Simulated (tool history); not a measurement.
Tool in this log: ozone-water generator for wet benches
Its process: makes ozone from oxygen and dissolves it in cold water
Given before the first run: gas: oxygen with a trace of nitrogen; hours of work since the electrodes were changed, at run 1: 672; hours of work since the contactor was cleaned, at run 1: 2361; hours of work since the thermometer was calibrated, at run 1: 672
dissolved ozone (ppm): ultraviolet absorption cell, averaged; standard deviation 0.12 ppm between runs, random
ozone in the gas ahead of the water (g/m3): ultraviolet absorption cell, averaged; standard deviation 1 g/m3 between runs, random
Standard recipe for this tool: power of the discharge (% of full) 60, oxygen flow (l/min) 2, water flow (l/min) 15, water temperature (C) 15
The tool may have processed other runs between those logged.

run,day,power of the discharge (% of full),oxygen flow (l/min),water flow (l/min),water temperature (C),hours of work since the electrodes were changed,hours of work since the contactor was cleaned,hours of work since the thermometer was calibrated,dissolved ozone (ppm),ozone in the gas ahead of the water (g/m3)
1,0,60,2,15,15,672,2361,672,12,175.4
2,1.108,60,2,15,15,697,2385,697,11.7,175.2
3,2.383,60,2,15,15,725,2413,725,11.8,176
4,3.25,60,2,15,15,744,2432,744,11.9,177
5,3.904,60,2,15,15,758,2447,758,11.6,177.2
6,4.596,60,2,15,15,773,2462,773,11.7,177
7,5.117,60,2,15,15,785,2473,785,11.8,179.1
8,6.008,60,2,15,15,805,2493,805,11.8,178.2
9,6.558,60,2,13,15,817,2505,817,13.9,178.4
10,7.492,60,2,13,15,837,2526,837,13.7,180
11,8.417,60,2,13,15,858,2546,858,13.7,179.6
12,9.575,60,2,15,15,883,2572,883,11.6,180.5
13,10.492,60,2,15,15,903,2592,903,12,182.4
14,11.171,60,2,15,15,918,2607,918,11.8,180.7
15,11.858,60,2,20,15,934,2622,934,8.5,180.3
# day 12.025: gauge calibrated
16,13,90,2,20,15,959,2647,959,10.8,227.7
17,13.65,79,1.4,15,15,973,2662,973,12.7,247.7
18,14.621,79,1.4,15,15,994,2683,994,12.7,251
19,15.629,79,1.4,10,16,1017,2705,1017,19.8,251.5
20,16.596,95,1.35,11,13,1038,2727,1038,20.1,288.9
21,17.238,60,1.54,15,15,1052,2741,1052,11,202
22,18.412,51,1.65,15,17,1078,2767,1078,9.9,176.5
23,19.65,55,1.83,19,15,1105,2794,1105,8.1,177.3
24,20.854,55,1.83,19,15,1132,2820,1132,8.2,176
25,21.483,55,1.83,19,15,1146,2834,1146,8.1,179
26,22.221,60,1.99,15,15,1162,2851,1162,11.6,179.6
27,22.733,60,1.99,15,15,1173,2862,1173,11.9,181.5
28,23.446,60,2,15,15,1189,2878,1189,11.8,179.7
29,24.6,46,1.95,15,15,1214,2903,1214,10,155
30,25.488,46,1.95,15,15,1234,2923,1234,9.8,155.1
31,26.296,46,1.95,15,15,1252,2940,1252,9.8,155.4
32,26.9,47,2.58,15,23,1265,2954,1265,9.7,136.8

Entry by entry between the runs, the difference in hidden state between the last listed run before and the first listed run after:
Run 15 -> run 16: gauge calibrated (day 12.025)
  drift of the gauge itself on gas_g_m3, %: 2.95 -> 0.24
  measured result minus the result with no hidden state, ozone in the gas ahead of the water (g/m3): +5.1 -> +0.4
